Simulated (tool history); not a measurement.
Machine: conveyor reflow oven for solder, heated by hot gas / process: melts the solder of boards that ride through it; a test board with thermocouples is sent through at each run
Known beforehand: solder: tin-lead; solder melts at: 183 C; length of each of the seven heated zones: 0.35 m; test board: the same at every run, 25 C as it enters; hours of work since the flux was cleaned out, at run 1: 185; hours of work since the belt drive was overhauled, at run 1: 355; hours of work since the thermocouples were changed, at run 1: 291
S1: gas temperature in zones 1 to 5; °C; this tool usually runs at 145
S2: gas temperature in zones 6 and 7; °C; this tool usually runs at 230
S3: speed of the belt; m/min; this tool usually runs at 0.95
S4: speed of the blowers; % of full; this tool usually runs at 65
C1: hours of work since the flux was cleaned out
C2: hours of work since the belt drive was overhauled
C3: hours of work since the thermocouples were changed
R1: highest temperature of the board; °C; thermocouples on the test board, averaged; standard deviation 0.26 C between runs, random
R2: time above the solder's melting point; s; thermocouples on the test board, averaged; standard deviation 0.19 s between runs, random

Run 1, day 0: usual settings; C1 185; C2 355; C3 291. Result: R1 209.3 °C, R2 30.5 s.
Run 2, day 2.679: usual settings; C1 232; C2 402; C3 339. Result: R1 209.2 °C, R2 29.9 s.
Run 3, day 4.946: usual settings; C1 272; C2 442; C3 379. Result: R1 209.3 °C, R2 29.8 s.
Run 4, day 7.346: usual settings; C1 315; C2 485; C3 421. Result: R1 208.9 °C, R2 30 s.
Run 5, day 9.821: usual settings; C1 358; C2 528; C3 465. Result: R1 209.5 °C, R2 30.3 s.
Run 6, day 12.483: usual settings; C1 406; C2 576; C3 512. Result: R1 208.9 °C, R2 29.8 s.
At day 13.242: flux residue cleaned out of gas plates and filters.
Run 7, day 14.233: usual settings; C1 18; C2 603; C3 540. Result: R1 211.6 °C, R2 31.7 s.
Run 8, day 16.971: usual settings but S1 158 °C; C1 66; C2 651; C3 588. Result: R1 214.1 °C, R2 36.6 s.
Run 9, day 18.462: usual settings; C1 92; C2 678; C3 615. Result: R1 211.2 °C, R2 31.3 s.
Run 10, day 21.142: usual settings; C1 140; C2 725; C3 662. Result: R1 211 °C, R2 31.4 s.
Run 11, day 22.846: usual settings; C1 170; C2 756; C3 692. Result: R1 211.2 °C, R2 31.6 s.
Run 12, day 24.717: usual settings; C1 203; C2 789; C3 725. Result: R1 210.9 °C, R2 31.2 s.
Run 13, day 26.458: usual settings but S3 1.137 m/min; C1 234; C2 820; C3 756. Result: R1 204.1 °C, R2 21.4 s.
Run 14, day 28.938: usual settings but S1 157 °C; C1 278; C2 863; C3 800. Result: R1 213.3 °C, R2 36.1 s.

For run 15, what comes out?
Run 15, day 30.396: usual settings but S2 224 °C, S4 60 % of full; C1 304; C2 889; C3 826. Result: R1 ?, R2 ?.

Run 15 came out at R1 205 °C, R2 26.9 s.
Without the tool's hidden state the same run would have given R1 204.1 °C, R2 26 s.

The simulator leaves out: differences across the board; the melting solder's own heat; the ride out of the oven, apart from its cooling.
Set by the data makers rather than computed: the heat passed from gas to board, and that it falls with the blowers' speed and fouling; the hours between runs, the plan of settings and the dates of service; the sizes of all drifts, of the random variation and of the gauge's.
